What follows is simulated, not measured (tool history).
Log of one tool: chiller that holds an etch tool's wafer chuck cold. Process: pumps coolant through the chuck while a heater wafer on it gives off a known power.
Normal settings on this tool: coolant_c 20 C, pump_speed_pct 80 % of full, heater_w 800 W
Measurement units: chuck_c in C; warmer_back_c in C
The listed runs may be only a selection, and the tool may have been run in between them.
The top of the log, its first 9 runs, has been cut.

run	day	coolant_c	pump_speed_pct	heater_w	chuck_c	warmer_back_c
10	15.783	20	80	800	25.09	1.93
11	17.908	20	80	800	25.11	1.97
12	20.000	16	80	800	21.28	1.96
# day 20.471: chiller's thermometer calibrated, once more
13	22.450	16	80	800	21.98	1.98
14	23.717	20	74	800	26.40	2.14
15	24.812	20	74	800	26.40	2.15
16	26.958	20	65	800	27.02	2.48
17	29.117	20	65	800	27.18	2.50
18	31.183	28	63	610	33.60	1.95
19	33.625	28	63	610	33.55	1.95
20	35.504	20	80	629	24.72	1.51
21	37.292	28	64	883	36.03	2.81
22	39.633	28	64	883	35.97	2.78
23	41.346	18	99	685	22.62	1.36
24	42.783	22	65	800	28.95	2.47
25	44.075	22	88	516	25.65	1.15
26	45.988	30	99	423	32.71	0.80
27	47.046	30	99	423	32.85	0.84
28	49.358	27	93	1139	35.11	2.42
29	51.604	27	93	1139	35.06	2.43
30	53.304	27	93	1139	35.06	2.40
31	55.150	17	78	1139	26.14	2.92
32	56.671	20	80	827	26.49	2.09

Consider 4 possible next runs. They are alternatives, not a sequence: every one starts from the tool as it was left by run 32. What does each give?
A	58.133	16	75	827	?	?
B	58.133	20	76	495	?	?
C	58.133	12	80	810	?	?
D	58.133	26	80	1133	?	?

run	chuck_c	warmer_back_c
A	22.55	2.20
B	24.13	1.32
C	18.27	2.04
D	34.89	2.82
The same runs, with their run-to-run variation unchanged, on a tool lacking any hidden condition would have given:
run	chuck_c	warmer_back_c
A	22.05	2.02
B	23.94	1.21
C	17.81	1.87
D	34.15	2.58
